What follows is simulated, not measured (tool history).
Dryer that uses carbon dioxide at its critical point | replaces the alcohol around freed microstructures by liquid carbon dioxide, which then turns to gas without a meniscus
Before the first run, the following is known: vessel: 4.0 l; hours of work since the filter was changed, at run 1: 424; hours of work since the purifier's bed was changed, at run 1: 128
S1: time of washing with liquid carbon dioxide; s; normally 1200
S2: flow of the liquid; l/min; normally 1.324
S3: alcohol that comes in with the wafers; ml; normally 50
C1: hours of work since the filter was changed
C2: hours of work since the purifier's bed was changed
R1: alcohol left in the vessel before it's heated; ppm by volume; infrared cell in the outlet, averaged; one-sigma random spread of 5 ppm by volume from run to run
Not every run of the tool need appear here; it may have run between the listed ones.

run,hour,S1,S2,S3,C1,C2,R1
1,0,1200,1.324,50,424,128,72
2,33.9,1200,1.324,50,441,145,69
3,62.9,1200,1.324,50,455,160,77
# hour 77.4: inlet filter changed
4,84.2,1200,1.324,50,3,170,45
5,115,1200,1.324,50,19,185,45
6,140.9,1200,1.324,61,32,198,50
7,176.4,1200,1.324,61,50,216,51
8,193.6,1200,1.324,61,58,225,59
9,221.2,1200,2.19,50,72,238,20
10,253.2,1200,1.324,50,88,255,49
11,268.3,1200,1.77,50,96,262,28
12,304.2,1200,1.324,50,114,280,65
13,319.3,1200,1.324,50,121,288,59
14,337.6,1740,1.324,50,131,297,38
15,371.3,1200,1.324,50,147,314,54
16,396.7,1200,1.324,50,160,326,56
17,425.7,1200,1.324,50,175,341,58
18,453.1,1200,1.324,50,189,355,67
19,476.8,1200,1.324,50,200,367,67
20,500.1,1200,1.324,50,212,378,70
21,526.1,1200,1.39,50,225,391,70
22,556.6,1200,1.324,50,240,407,71
23,582.7,1200,1.324,50,254,420,81
24,600.9,1740,1.3,52,263,429,40
25,627.9,1740,1.3,52,276,443,34
26,664.4,1740,1.3,52,295,461,41
27,687.9,1200,1.47,45,306,473,58
28,708.3,1620,0.92,100,317,483,203
29,738.1,960,1,81,332,498,813
30,760.9,780,2.06,28,343,509,61
31,797.4,1200,1.15,28,361,528,107
32,817.1,1200,1.13,78,371,537,241
33,848.3,1860,0.99,78,387,553,89
34,872.3,1080,0.99,58,399,565,461
35,902.4,1200,1.52,56,414,580,70
36,931.1,1200,1.324,20,428,595,78
37,968.1,1200,1.324,69,447,613,138
38,984.4,1200,1.324,69,455,621,141
# hour 998.2: inlet filter changed
39,1010.9,1200,1.324,69,6,634,76
40,1044.5,1500,1.68,20,23,651,46
41,1065.3,1500,1.09,73,34,661,87
42,1096,1500,1.09,73,49,677,87
43,1115.9,1200,1.324,90,59,687,109
44,1143.9,1320,0.85,81,73,701,353
45,1166.3,1200,1.324,23,84,712,67

Measured less the same run without the tool's hidden state. The same run-to-run variation is in both; the gauge's scatter may not be:
Hidden state present: flow that reaches the vessel past the clogged filter, %; alcohol in the recycled carbon dioxide, ppm; drift of the gauge itself on alcohol_ppm, %.
run,R1
1,+43
2,+47
3,+48
4,+14
5,+15
6,+18
7,+21
8,+22
9,+16
10,+24
11,+19
12,+28
13,+29
14,+21
15,+33
16,+35
17,+35
18,+40
19,+41
20,+41
21,+40
22,+47
23,+49
24,+31
25,+32
26,+34
27,+44
28,+117
29,+339
30,+47
31,+71
32,+147
33,+66
34,+240
35,+60
36,+57
37,+101
38,+105
39,+43
40,+43
41,+48
42,+49
43,+54
44,+86
45,+49
